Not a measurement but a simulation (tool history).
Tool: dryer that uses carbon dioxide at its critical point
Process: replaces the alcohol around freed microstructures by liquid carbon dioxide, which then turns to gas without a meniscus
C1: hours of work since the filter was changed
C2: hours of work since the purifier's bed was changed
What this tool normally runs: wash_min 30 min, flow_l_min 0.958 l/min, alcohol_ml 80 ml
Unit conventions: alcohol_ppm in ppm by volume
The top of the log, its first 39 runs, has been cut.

{"run": 40, "hour": 899.1, "wash_min": 39, "flow_l_min": 1.016, "alcohol_ml": 80, "C1": 65, "C2": 791, "alcohol_ppm": 300}
{"run": 41, "hour": 927.0, "wash_min": 39, "flow_l_min": 1.016, "alcohol_ml": 80, "C1": 81, "C2": 806, "alcohol_ppm": 288}
{"hour": 942.8, "done": "purifier's bed changed"}
{"run": 42, "hour": 947.9, "wash_min": 41, "flow_l_min": 1.201, "alcohol_ml": 80, "C1": 91, "C2": 3, "alcohol_ppm": 0}
{"run": 43, "hour": 977.5, "wash_min": 41, "flow_l_min": 1.201, "alcohol_ml": 80, "C1": 107, "C2": 19, "alcohol_ppm": 14}
{"run": 44, "hour": 997.0, "wash_min": 41, "flow_l_min": 1.201, "alcohol_ml": 80, "C1": 118, "C2": 30, "alcohol_ppm": 14}
{"run": 45, "hour": 1017.7, "wash_min": 44, "flow_l_min": 0.597, "alcohol_ml": 32, "C1": 129, "C2": 41, "alcohol_ppm": 59}
{"run": 46, "hour": 1042.4, "wash_min": 38, "flow_l_min": 0.929, "alcohol_ml": 43, "C1": 143, "C2": 55, "alcohol_ppm": 36}
{"run": 47, "hour": 1074.6, "wash_min": 38, "flow_l_min": 0.929, "alcohol_ml": 43, "C1": 160, "C2": 73, "alcohol_ppm": 37}

Branching from run 47: 3 alternative next runs. What would each branch give?
{"run": "A", "hour": 1094.4, "wash_min": 30, "flow_l_min": 1.178, "alcohol_ml": 80, "C1": 171, "C2": 83, "alcohol_ppm": "?"}
{"run": "B", "hour": 1094.4, "wash_min": 22, "flow_l_min": 0.809, "alcohol_ml": 109, "C1": 171, "C2": 83, "alcohol_ppm": "?"}
{"run": "C", "hour": 1094.4, "wash_min": 19, "flow_l_min": 0.815, "alcohol_ml": 22, "C1": 171, "C2": 83, "alcohol_ppm": "?"}

run=A alcohol_ppm=39
run=B alcohol_ppm=690
run=C alcohol_ppm=239
The same runs, with their run-to-run variation unchanged, on a tool lacking any hidden condition would have given:
run=A alcohol_ppm=4
run=B alcohol_ppm=480
run=C alcohol_ppm=157
